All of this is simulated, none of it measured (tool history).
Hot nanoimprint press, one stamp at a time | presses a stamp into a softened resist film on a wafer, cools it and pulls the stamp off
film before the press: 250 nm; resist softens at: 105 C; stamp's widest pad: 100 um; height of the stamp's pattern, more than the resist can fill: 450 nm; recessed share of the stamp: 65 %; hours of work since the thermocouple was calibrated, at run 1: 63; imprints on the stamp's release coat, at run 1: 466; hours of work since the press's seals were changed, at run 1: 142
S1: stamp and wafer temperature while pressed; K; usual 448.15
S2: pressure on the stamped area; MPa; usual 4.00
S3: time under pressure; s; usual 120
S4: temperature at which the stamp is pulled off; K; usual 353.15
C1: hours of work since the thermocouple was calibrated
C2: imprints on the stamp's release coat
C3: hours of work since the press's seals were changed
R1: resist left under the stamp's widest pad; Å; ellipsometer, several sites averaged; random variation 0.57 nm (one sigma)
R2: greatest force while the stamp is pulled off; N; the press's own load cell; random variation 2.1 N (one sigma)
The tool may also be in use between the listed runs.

{"run": 1, "day": 0.0, "S1": 448.15, "S2": 4.0, "S3": 120, "S4": 353.15, "C1": 63, "C2": 466, "C3": 142, "R1": 1424, "R2": 102}
{"run": 2, "day": 2.358, "S1": 448.15, "S2": 4.0, "S3": 120, "S4": 353.15, "C1": 91, "C2": 569, "C3": 170, "R1": 1424, "R2": 106}
{"run": 3, "day": 4.338, "S1": 448.15, "S2": 4.0, "S3": 120, "S4": 353.15, "C1": 115, "C2": 656, "C3": 194, "R1": 1419, "R2": 112}
{"run": 4, "day": 7.229, "S1": 448.15, "S2": 4.0, "S3": 120, "S4": 353.15, "C1": 149, "C2": 782, "C3": 228, "R1": 1409, "R2": 108}
{"run": 5, "day": 9.075, "S1": 448.15, "S2": 4.0, "S3": 120, "S4": 353.15, "C1": 171, "C2": 863, "C3": 250, "R1": 1411, "R2": 110}
{"run": 6, "day": 11.588, "S1": 448.15, "S2": 4.0, "S3": 120, "S4": 353.15, "C1": 201, "C2": 973, "C3": 280, "R1": 1401, "R2": 112}
{"run": 7, "day": 13.875, "S1": 448.15, "S2": 3.59, "S3": 120, "S4": 353.15, "C1": 228, "C2": 1073, "C3": 308, "R1": 1459, "R2": 117}
{"run": 8, "day": 16.583, "S1": 448.15, "S2": 3.59, "S3": 120, "S4": 353.15, "C1": 261, "C2": 1192, "C3": 340, "R1": 1455, "R2": 114}
{"run": 9, "day": 18.396, "S1": 448.15, "S2": 4.0, "S3": 192, "S4": 353.15, "C1": 282, "C2": 1271, "C3": 361, "R1": 1196, "R2": 124}
{"run": 10, "day": 21.642, "S1": 448.15, "S2": 4.0, "S3": 192, "S4": 353.15, "C1": 321, "C2": 1413, "C3": 400, "R1": 1187, "R2": 124}
{"run": 11, "day": 25.1, "S1": 448.15, "S2": 4.0, "S3": 192, "S4": 353.15, "C1": 362, "C2": 1564, "C3": 441, "R1": 1186, "R2": 129}
{"day": 26.342, "done": "stamp cleaned and given a new release coat"}
{"run": 12, "day": 27.808, "S1": 448.15, "S2": 4.0, "S3": 192, "S4": 353.15, "C1": 391, "C2": 64, "C3": 470, "R1": 1187, "R2": 94}
{"run": 13, "day": 31.183, "S1": 448.15, "S2": 3.71, "S3": 192, "S4": 353.15, "C1": 431, "C2": 212, "C3": 511, "R1": 1231, "R2": 97}
{"run": 14, "day": 34.254, "S1": 448.15, "S2": 3.71, "S3": 192, "S4": 353.15, "C1": 468, "C2": 346, "C3": 547, "R1": 1213, "R2": 94}
{"day": 35.2, "done": "plate thermocouple calibrated"}
{"run": 15, "day": 37.796, "S1": 448.15, "S2": 4.0, "S3": 120, "S4": 360.15, "C1": 31, "C2": 496, "C3": 588, "R1": 1433, "R2": 98}
{"run": 16, "day": 41.262, "S1": 456.15, "S2": 2.44, "S3": 120, "S4": 351.15, "C1": 72, "C2": 647, "C3": 629, "R1": 1397, "R2": 111}
{"run": 17, "day": 43.729, "S1": 456.15, "S2": 2.44, "S3": 120, "S4": 351.15, "C1": 102, "C2": 755, "C3": 659, "R1": 1399, "R2": 110}

The next listed run, before its measurement:
{"run": 18, "day": 46.583, "S1": 448.15, "S2": 4.0, "S3": 131, "S4": 353.15, "C1": 136, "C2": 880, "C3": 693, "R1": "?", "R2": "?"}

Run 18 gave R1 1393 Å, R2 111 N.
Without the tool's hidden state the same run would have given R1 1385 Å, R2 94 N.

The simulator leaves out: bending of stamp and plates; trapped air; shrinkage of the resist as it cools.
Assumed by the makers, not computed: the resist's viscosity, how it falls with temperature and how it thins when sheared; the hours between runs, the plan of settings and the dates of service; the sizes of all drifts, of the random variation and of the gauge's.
